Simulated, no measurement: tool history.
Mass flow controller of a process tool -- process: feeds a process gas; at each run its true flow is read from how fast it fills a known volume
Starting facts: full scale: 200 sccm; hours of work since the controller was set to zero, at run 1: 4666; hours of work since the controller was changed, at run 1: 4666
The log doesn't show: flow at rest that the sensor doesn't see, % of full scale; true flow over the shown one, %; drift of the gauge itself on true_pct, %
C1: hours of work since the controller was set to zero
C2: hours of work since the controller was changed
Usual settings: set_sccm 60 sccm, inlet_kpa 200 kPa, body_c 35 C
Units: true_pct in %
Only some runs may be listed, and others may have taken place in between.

run 1 day=0.000 | set_sccm=60 inlet_kpa=200 body_c=35 | C1=4666 C2=4666 | true_pct=100.07
run 2 day=5.929 | set_sccm=60 inlet_kpa=200 body_c=35 | C1=4732 C2=4732 | true_pct=100.34
run 3 day=19.600 | set_sccm=37 inlet_kpa=200 body_c=35 | C1=4882 C2=4882 | true_pct=99.99
run 4 day=26.025 | set_sccm=60 inlet_kpa=200 body_c=27 | C1=4953 C2=4953 | true_pct=99.52
run 5 day=37.833 | set_sccm=60 inlet_kpa=200 body_c=35 | C1=5082 C2=5082 | true_pct=100.00
run 6 day=50.496 | set_sccm=60 inlet_kpa=200 body_c=35 | C1=5222 C2=5222 | true_pct=100.00
run 7 day=57.588 | set_sccm=60 inlet_kpa=200 body_c=37 | C1=5300 C2=5300 | true_pct=100.16
run 8 day=64.671 | set_sccm=60 inlet_kpa=200 body_c=37 | C1=5378 C2=5378 | true_pct=100.11
run 9 day=73.208 | set_sccm=76 inlet_kpa=200 body_c=37 | C1=5471 C2=5471 | true_pct=100.14
run 10 day=83.479 | set_sccm=76 inlet_kpa=200 body_c=37 | C1=5584 C2=5584 | true_pct=100.12
run 11 day=90.683 | set_sccm=60 inlet_kpa=200 body_c=35 | C1=5664 C2=5664 | true_pct=99.89
-- day=91.925 controller's zero set anew
run 12 day=97.233 | set_sccm=60 inlet_kpa=200 body_c=35 | C1=58 C2=5735 | true_pct=99.74

The next listed run, before its measurement:
run 13 day=108.475 | set_sccm=60 inlet_kpa=253 body_c=35 | C1=182 C2=5859 | true_pct=?

{"run 13": {"true_pct": 99.95}}
With no hidden state in the tool, this same run would have given true_pct 100.32 %.
